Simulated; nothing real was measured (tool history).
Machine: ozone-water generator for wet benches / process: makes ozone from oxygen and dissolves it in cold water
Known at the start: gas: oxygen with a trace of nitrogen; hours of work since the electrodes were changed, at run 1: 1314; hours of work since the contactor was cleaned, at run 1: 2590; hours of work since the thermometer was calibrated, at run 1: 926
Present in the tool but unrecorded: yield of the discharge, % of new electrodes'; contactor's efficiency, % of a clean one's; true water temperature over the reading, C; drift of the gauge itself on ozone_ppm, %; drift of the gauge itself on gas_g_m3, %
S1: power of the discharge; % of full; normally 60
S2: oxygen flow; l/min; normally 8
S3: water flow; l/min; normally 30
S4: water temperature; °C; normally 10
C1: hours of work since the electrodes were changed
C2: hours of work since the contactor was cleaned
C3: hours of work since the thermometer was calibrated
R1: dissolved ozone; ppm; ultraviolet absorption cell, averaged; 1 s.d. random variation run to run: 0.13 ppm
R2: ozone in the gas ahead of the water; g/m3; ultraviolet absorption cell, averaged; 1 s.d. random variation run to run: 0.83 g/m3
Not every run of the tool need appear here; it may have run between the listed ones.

run	hour	S1	S2	S3	S4	C1	C2	C3	R1	R2
1	0	60	8	30	10	1314	2590	926	13.9	133
2	21.3	60	8	30	10	1335	2611	946	13.9	130.7
3	48	60	8	30	10	1360	2637	972	13.8	133.3
4	83.3	60	8	20	10	1394	2671	1006	19	131.8
5	118.1	60	8	20	7	1428	2704	1039	19.6	132.3
6	167.5	60	7.61	30	10	1475	2752	1087	13.8	136.3
7	209	60	7.61	30	10	1515	2792	1127	13.9	137.4
8	253.6	60	6.47	30	10	1558	2835	1170	14.1	151.7
9	289.1	60	6.47	29	10	1592	2869	1204	14.4	154.4
10	331.1	60	6.47	29	10	1633	2909	1244	14.4	153.4
11	354.5	60	6.47	29	10	1655	2932	1267	14.4	153.5
12	402.1	60	6.47	29	10	1701	2978	1313	14.2	154.3
13	453.7	60	8	39	8	1751	3027	1363	11.2	132.2
14	481.1	60	8	39	8	1777	3054	1389	11	131.7
15	527.5	60	8	39	8	1822	3098	1434	11.2	131.9
16	561.4	60	8	39	8	1855	3131	1466	11.2	132.6

Each row is a separate what-if for the run after 16, all from the same tool condition, not one after another. Results?
A	605.9	60	9.22	39	8	1898	3174	1509	?	?
B	605.9	60	7.04	29	13	1898	3174	1509	?	?
C	605.9	60	6.2	30	11	1898	3174	1509	?	?
D	605.9	64	8	37	8	1898	3174	1509	?	?

run	R1	R2
A	11	119.9
B	13.7	144.3
C	13.9	156.3
D	12.3	140.2
With no hidden state in the tool, these same runs would have given:
run	R1	R2
A	11	119.9
B	13.7	144.3
C	13.9	156.3
D	12.3	140.2
